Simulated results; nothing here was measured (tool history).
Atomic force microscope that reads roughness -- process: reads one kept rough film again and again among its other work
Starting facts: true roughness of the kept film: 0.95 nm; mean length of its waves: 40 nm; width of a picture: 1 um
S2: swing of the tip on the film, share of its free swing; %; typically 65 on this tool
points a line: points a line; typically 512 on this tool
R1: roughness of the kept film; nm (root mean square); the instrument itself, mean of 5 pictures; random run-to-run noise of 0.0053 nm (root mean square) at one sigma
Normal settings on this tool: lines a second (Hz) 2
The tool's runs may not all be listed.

{"run": 1, "hour": 0.0, "lines a second (Hz)": 2, "S2": 65, "points a line": 512, "R1": 0.865}
{"run": 2, "hour": 25.3, "lines a second (Hz)": 2, "S2": 65, "points a line": 512, "R1": 0.867}
{"run": 3, "hour": 49.1, "lines a second (Hz)": 2, "S2": 65, "points a line": 354, "R1": 0.853}
{"run": 4, "hour": 80.3, "lines a second (Hz)": 2, "S2": 65, "points a line": 385, "R1": 0.859}
{"run": 5, "hour": 104.3, "lines a second (Hz)": 2, "S2": 65, "points a line": 385, "R1": 0.861}
{"run": 6, "hour": 132.2, "lines a second (Hz)": 2, "S2": 65, "points a line": 385, "R1": 0.866}
{"run": 7, "hour": 161.8, "lines a second (Hz)": 2, "S2": 65, "points a line": 385, "R1": 0.856}
{"run": 8, "hour": 176.9, "lines a second (Hz)": 2, "S2": 65, "points a line": 385, "R1": 0.868}
{"run": 9, "hour": 201.7, "lines a second (Hz)": 2, "S2": 65, "points a line": 512, "R1": 0.86}
{"hour": 208.6, "done": "new tip fitted"}
{"run": 10, "hour": 228.2, "lines a second (Hz)": 2, "S2": 65, "points a line": 512, "R1": 0.867}
{"run": 11, "hour": 257.7, "lines a second (Hz)": 2, "S2": 65, "points a line": 512, "R1": 0.863}
{"run": 12, "hour": 284.9, "lines a second (Hz)": 2, "S2": 65, "points a line": 512, "R1": 0.864}
{"run": 13, "hour": 313.8, "lines a second (Hz)": 2, "S2": 65, "points a line": 315, "R1": 0.866}
{"run": 14, "hour": 328.2, "lines a second (Hz)": 2, "S2": 65, "points a line": 315, "R1": 0.865}
{"run": 15, "hour": 349.4, "lines a second (Hz)": 2, "S2": 77, "points a line": 512, "R1": 0.806}
{"run": 16, "hour": 374.5, "lines a second (Hz)": 2, "S2": 77, "points a line": 512, "R1": 0.808}
{"run": 17, "hour": 390.0, "lines a second (Hz)": 1.86, "S2": 65, "points a line": 512, "R1": 0.87}
{"run": 18, "hour": 415.1, "lines a second (Hz)": 2.81, "S2": 79, "points a line": 760, "R1": 0.758}
{"hour": 422.2, "done": "new tip fitted"}
{"run": 19, "hour": 445.4, "lines a second (Hz)": 2.81, "S2": 79, "points a line": 760, "R1": 0.754}
{"run": 20, "hour": 476.4, "lines a second (Hz)": 2, "S2": 61, "points a line": 367, "R1": 0.878}
{"run": 21, "hour": 501.0, "lines a second (Hz)": 1.34, "S2": 61, "points a line": 965, "R1": 0.895}
{"run": 22, "hour": 520.8, "lines a second (Hz)": 3.02, "S2": 61, "points a line": 949, "R1": 0.856}
{"run": 23, "hour": 544.6, "lines a second (Hz)": 2.35, "S2": 65, "points a line": 785, "R1": 0.853}
{"run": 24, "hour": 574.0, "lines a second (Hz)": 2.35, "S2": 65, "points a line": 785, "R1": 0.853}
{"run": 25, "hour": 591.9, "lines a second (Hz)": 0.6, "S2": 65, "points a line": 512, "R1": 0.905}
{"run": 26, "hour": 606.5, "lines a second (Hz)": 0.6, "S2": 65, "points a line": 512, "R1": 0.897}
{"run": 27, "hour": 630.5, "lines a second (Hz)": 0.6, "S2": 65, "points a line": 512, "R1": 0.905}
{"hour": 636.0, "done": "new tip fitted"}
{"run": 28, "hour": 648.2, "lines a second (Hz)": 0.6, "S2": 70, "points a line": 726, "R1": 0.909}
{"run": 29, "hour": 679.4, "lines a second (Hz)": 2, "S2": 70, "points a line": 512, "R1": 0.843}
{"run": 30, "hour": 708.7, "lines a second (Hz)": 2, "S2": 64, "points a line": 720, "R1": 0.871}
{"run": 31, "hour": 735.5, "lines a second (Hz)": 0.71, "S2": 72, "points a line": 512, "R1": 0.897}
{"run": 32, "hour": 760.8, "lines a second (Hz)": 3.78, "S2": 65, "points a line": 512, "R1": 0.813}
{"run": 33, "hour": 783.2, "lines a second (Hz)": 3.78, "S2": 65, "points a line": 512, "R1": 0.817}

What if the next run were any one of these 5? Each begins from the tool's condition after run 33:
{"run": "A", "hour": 813.8, "lines a second (Hz)": 1.67, "S2": 90, "points a line": 512, "R1": "?"}
{"run": "B", "hour": 813.8, "lines a second (Hz)": 0.55, "S2": 65, "points a line": 512, "R1": "?"}
{"run": "C", "hour": 813.8, "lines a second (Hz)": 0.67, "S2": 65, "points a line": 512, "R1": "?"}
{"run": "D", "hour": 813.8, "lines a second (Hz)": 3.78, "S2": 88, "points a line": 442, "R1": "?"}
{"run": "E", "hour": 813.8, "lines a second (Hz)": 2.94, "S2": 80, "points a line": 512, "R1": "?"}

run=A R1=0.757
run=B R1=0.9
run=C R1=0.909
run=D R1=0.626
run=E R1=0.745
Had the tool no hidden state, the same runs would have come out as:
run=A R1=0.758
run=B R1=0.902
run=C R1=0.911
run=D R1=0.627
run=E R1=0.747

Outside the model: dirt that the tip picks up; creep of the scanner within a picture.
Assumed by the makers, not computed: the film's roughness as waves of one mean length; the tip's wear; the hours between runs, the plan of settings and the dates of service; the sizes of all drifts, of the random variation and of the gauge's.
